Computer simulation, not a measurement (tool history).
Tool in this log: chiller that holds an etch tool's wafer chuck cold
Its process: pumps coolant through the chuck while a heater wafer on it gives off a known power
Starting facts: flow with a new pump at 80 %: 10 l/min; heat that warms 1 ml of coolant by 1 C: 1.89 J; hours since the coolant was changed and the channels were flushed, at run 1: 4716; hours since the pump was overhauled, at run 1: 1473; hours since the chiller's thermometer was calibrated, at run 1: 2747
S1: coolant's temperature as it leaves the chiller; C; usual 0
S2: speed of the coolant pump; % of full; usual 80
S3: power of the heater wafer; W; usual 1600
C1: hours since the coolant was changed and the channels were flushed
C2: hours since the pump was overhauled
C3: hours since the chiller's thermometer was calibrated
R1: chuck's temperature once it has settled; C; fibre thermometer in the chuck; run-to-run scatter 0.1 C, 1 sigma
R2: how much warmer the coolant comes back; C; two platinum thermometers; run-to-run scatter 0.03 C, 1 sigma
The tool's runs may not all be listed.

Run 1, day 0.000: usual settings; C1 4716; C2 1473; C3 2747. Result: R1 14.9 C, R2 5.10 C.
Run 2, day 0.788: usual settings; C1 4735; C2 1491; C3 2766. Result: R1 14.8 C, R2 5.16 C.
Run 3, day 2.338: usual settings but S2 87 % of full; C1 4772; C2 1529; C3 2803. Result: R1 13.8 C, R2 4.65 C.
Run 4, day 3.738: usual settings but S2 87 % of full, S3 967 W; C1 4806; C2 1562; C3 2836. Result: R1 8.2 C, R2 2.84 C.
Run 5, day 4.483: usual settings; C1 4823; C2 1580; C3 2854. Result: R1 14.5 C, R2 5.17 C.
Run 6, day 6.267: usual settings; C1 4866; C2 1623; C3 2897. Result: R1 14.5 C, R2 5.09 C.
Run 7, day 7.921: usual settings; C1 4906; C2 1663; C3 2937. Result: R1 14.7 C, R2 5.07 C.
Run 8, day 9.467: usual settings; C1 4943; C2 1700; C3 2974. Result: R1 14.5 C, R2 5.19 C.
At day 10.150: chiller's thermometer calibrated.
Run 9, day 11.242: usual settings; C1 4985; C2 1741; C3 26. Result: R1 15.2 C, R2 5.18 C.
Run 10, day 12.225: usual settings; C1 5008; C2 1765; C3 50. Result: R1 14.9 C, R2 5.17 C.
Run 11, day 13.421: usual settings but S1 8 C; C1 5037; C2 1794; C3 78. Result: R1 23.2 C, R2 5.16 C.
Run 12, day 14.758: usual settings but S2 66 % of full, S3 1400 W; C1 5069; C2 1826; C3 111. Result: R1 15.1 C, R2 5.56 C.
Run 13, day 16.346: usual settings but S2 76 % of full, S3 1613 W; C1 5107; C2 1864; C3 149. Result: R1 15.9 C, R2 5.55 C.
Run 14, day 17.179: usual settings but S2 76 % of full, S3 1613 W; C1 5127; C2 1884; C3 169. Result: R1 15.8 C, R2 5.52 C.
Run 15, day 18.804: usual settings but S2 69 % of full, S3 2289 W; C1 5166; C2 1923; C3 208. Result: R1 24.0 C, R2 8.71 C.
Run 16, day 20.233: usual settings but S1 4 C; C1 5200; C2 1957; C3 242. Result: R1 19.0 C, R2 5.22 C.
Run 17, day 21.208: usual settings but S1 4 C; C1 5224; C2 1981; C3 265. Result: R1 19.1 C, R2 5.22 C.
Run 18, day 22.629: usual settings but S2 69 % of full; C1 5258; C2 2015; C3 299. Result: R1 16.9 C, R2 6.08 C.

3 ways to go on from here, each from the tool as it stands after run 18. What would each give?
Run A, day 24.258: usual settings but S1 -9 C, S2 69 % of full; C1 5297; C2 2054; C3 339. Result: R1 ?, R2 ?.
Run B, day 24.258: usual settings but S1 10 C, S2 95 % of full, S3 1358 W; C1 5297; C2 2054; C3 339. Result: R1 ?, R2 ?.
Run C, day 24.258: usual settings but S2 69 % of full, S3 1069 W; C1 5297; C2 2054; C3 339. Result: R1 ?, R2 ?.

run    R1    R2
  A   7.6  6.13
  B  21.4  3.65
  C  11.4  4.08
The same runs, with their run-to-run variation unchanged, on a tool lacking any hidden condition would have given:
run    R1    R2
  A   6.0  6.01
  B  20.3  3.59
  C  10.3  4.01
